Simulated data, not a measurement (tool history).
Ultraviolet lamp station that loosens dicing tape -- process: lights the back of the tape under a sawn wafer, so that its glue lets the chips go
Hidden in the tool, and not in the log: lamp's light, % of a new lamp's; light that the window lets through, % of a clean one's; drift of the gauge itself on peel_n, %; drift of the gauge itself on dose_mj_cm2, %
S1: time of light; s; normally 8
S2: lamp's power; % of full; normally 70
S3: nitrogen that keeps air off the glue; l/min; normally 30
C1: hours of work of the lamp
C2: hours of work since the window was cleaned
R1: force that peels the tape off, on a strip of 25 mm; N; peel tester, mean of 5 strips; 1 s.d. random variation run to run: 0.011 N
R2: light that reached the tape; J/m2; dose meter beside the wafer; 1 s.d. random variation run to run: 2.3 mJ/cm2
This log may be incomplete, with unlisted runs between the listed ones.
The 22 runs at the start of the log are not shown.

run	hour	S1	S2	S3	C1	C2	R1	R2
# hour 185.8: window cleaned of glue's vapour
23	196.5	5	70	30	161	5	1.072	1190
24	207.8	5	84	20	166	11	1.029	1430
25	217.7	8	81	30	171	16	0.484	2140
26	223.2	5	60	30	174	18	1.22	980
27	232.3	5	60	30	178	23	1.194	980
# hour 234.9: window cleaned of glue's vapour, once more
28	243.7	8	70	19	184	4	0.691	2030
29	253.9	5	70	41	189	9	0.858	1230
30	261.4	5	70	41	192	13	0.838	1260
31	270.6	5	70	41	197	17	0.841	1300
32	279.8	5	90	17	201	22	0.927	1610
33	288.2	7	70	27	205	26	0.664	1780

Run 34 is up next; what results do you expect?
34	297.6	9	79	27	210	31	?	?

Run 34 measured R1 0.394 N, R2 2530 J/m2.
If the tool had no hidden condition, the same run with the same run-to-run variation would have returned R1 0.368 N, R2 2650 J/m2.
